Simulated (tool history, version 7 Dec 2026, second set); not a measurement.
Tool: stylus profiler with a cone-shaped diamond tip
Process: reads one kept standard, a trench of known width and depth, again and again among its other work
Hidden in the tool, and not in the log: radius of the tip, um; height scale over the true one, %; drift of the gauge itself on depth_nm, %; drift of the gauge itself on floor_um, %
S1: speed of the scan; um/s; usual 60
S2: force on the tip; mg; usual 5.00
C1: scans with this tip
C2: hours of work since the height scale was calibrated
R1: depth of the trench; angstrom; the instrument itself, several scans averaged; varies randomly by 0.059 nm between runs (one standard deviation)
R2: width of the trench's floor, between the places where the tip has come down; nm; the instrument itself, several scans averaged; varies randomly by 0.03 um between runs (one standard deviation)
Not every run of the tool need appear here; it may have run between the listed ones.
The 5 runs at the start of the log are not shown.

run,hour,S1,S2,C1,C2,R1,R2
6,418.2,60,7.77,8962,1188,1028.6,17410
7,520.3,60,7.77,9375,1243,1029.1,17490
8,633.6,60,7.77,9833,1304,1030.5,17410
9,740.7,39,5.00,10266,1361,1023.3,17450
10,807.8,39,5.00,10537,1397,1025.2,17410
11,873.6,39,5.00,10803,1432,1024.6,17350
12,948.6,39,5.00,11106,1472,1025.3,17410
13,1046.9,39,5.00,11504,1525,1024.5,17370
14,1125.3,39,5.00,11821,1567,1025.1,17350
15,1227.5,86,5.00,12233,1622,1025.6,17230
16,1309.3,152,5.00,12564,1666,1025.4,17010
17,1415.8,16,5.00,12995,1723,1025.5,17350
18,1462.6,106,5.00,13184,1748,1024.8,17160
19,1561.8,35,5.00,13585,1801,1025.8,17310
20,1647.9,35,5.00,13933,1847,1026.1,17270
21,1710.7,35,5.00,14187,1881,1025.8,17280
22,1796.3,60,5.00,14533,1927,1025.9,17190
23,1863.5,60,5.00,14805,1963,1026.3,17130
24,1931.8,148,8.02,15081,1999,1033.6,17030

Run 25 is up next; what results do you expect?
25,2000.1,148,8.02,15357,2036,?,?

{"run 25": {"R1": 1033.2, "R2": 17080}}
On a tool with no hidden condition, and with the same random variation, this run would have come out at R1 1023.5 angstrom, R2 17750 nm.
